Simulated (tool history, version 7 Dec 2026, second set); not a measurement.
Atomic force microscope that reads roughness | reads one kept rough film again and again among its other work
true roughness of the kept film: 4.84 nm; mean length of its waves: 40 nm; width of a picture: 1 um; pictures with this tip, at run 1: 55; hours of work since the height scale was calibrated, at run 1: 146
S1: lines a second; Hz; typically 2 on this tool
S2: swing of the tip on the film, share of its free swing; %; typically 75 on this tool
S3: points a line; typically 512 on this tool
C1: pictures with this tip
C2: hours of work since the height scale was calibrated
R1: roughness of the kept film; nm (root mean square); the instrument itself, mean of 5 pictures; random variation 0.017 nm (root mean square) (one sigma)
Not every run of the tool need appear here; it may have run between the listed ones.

run,hour,S1,S2,S3,C1,C2,R1
1,0,2,75,512,55,146,3.669
2,8.2,2,75,512,65,151,3.629
3,12.3,2,75,346,70,153,3.567
4,17.5,2,75,346,76,155,3.554
5,22.1,2,75,346,82,158,3.511
6,26.1,2.51,75,512,87,160,3.405
7,35.7,2,75,811,98,165,3.416
8,41.1,2,75,811,105,168,3.398
9,45.3,2,75,811,110,170,3.346
# hour 49.7: new tip fitted
10,55.7,2,75,811,7,175,4.1
11,65.3,2,75,811,19,180,3.974
12,69.4,2,75,539,24,182,3.966
13,74.3,2,75,539,30,185,3.884
14,84.1,2.94,75,512,41,190,3.678
15,93.5,2,75,512,53,195,3.737
16,101.6,2,57,512,63,199,3.866
17,108.7,2,57,512,71,203,3.805
18,113.9,2,57,512,77,205,3.764
19,120.2,2,57,512,85,209,3.714
20,125.5,2,88,512,92,211,3.25
21,134.1,2,88,512,102,216,3.188
22,143.1,0.75,88,512,113,221,3.443
# hour 145.3: new tip fitted
23,151.3,2,75,512,7,225,4.076
24,159.2,2,64,512,17,229,4.129
25,163.5,2.32,75,512,22,231,3.887
26,173.1,2.32,75,512,34,236,3.801
27,177.9,2.32,75,512,39,238,3.761
28,184.3,1.5,56,732,47,242,3.967
29,189.3,2.89,78,734,53,244,3.554
30,193.3,2.89,78,734,58,247,3.49
31,197.7,0.58,75,320,63,249,3.873
32,204.9,0.58,75,320,72,253,3.77
33,213.4,2.54,75,275,82,257,3.441
34,218.9,2.54,75,275,89,260,3.428
35,223.4,2.2,75,330,95,262,3.41
36,230.6,2.2,75,330,103,266,3.346
37,238.4,1.18,67,512,113,270,3.511
# hour 241: new tip fitted
38,248.5,2.96,75,512,9,275,3.913
39,255.2,2.96,75,512,17,278,3.84
40,264.5,0.74,75,512,29,283,4.085
41,271.6,2.67,75,512,37,287,3.759
42,281,2,75,785,49,292,3.759
43,290,1.31,57,627,60,297,3.932
44,295.8,3.27,59,470,67,300,3.733
45,303.6,3.27,59,470,76,304,3.68
46,309.7,3.27,59,470,84,307,3.655

Estimate the outcome of run 47 from the log above:
47,319.2,0.68,85,284,95,312,?

Run 47 measured R1 3.57 nm (root mean square).
Without the tool's hidden state the same run would have given R1 4.245 nm (root mean square).

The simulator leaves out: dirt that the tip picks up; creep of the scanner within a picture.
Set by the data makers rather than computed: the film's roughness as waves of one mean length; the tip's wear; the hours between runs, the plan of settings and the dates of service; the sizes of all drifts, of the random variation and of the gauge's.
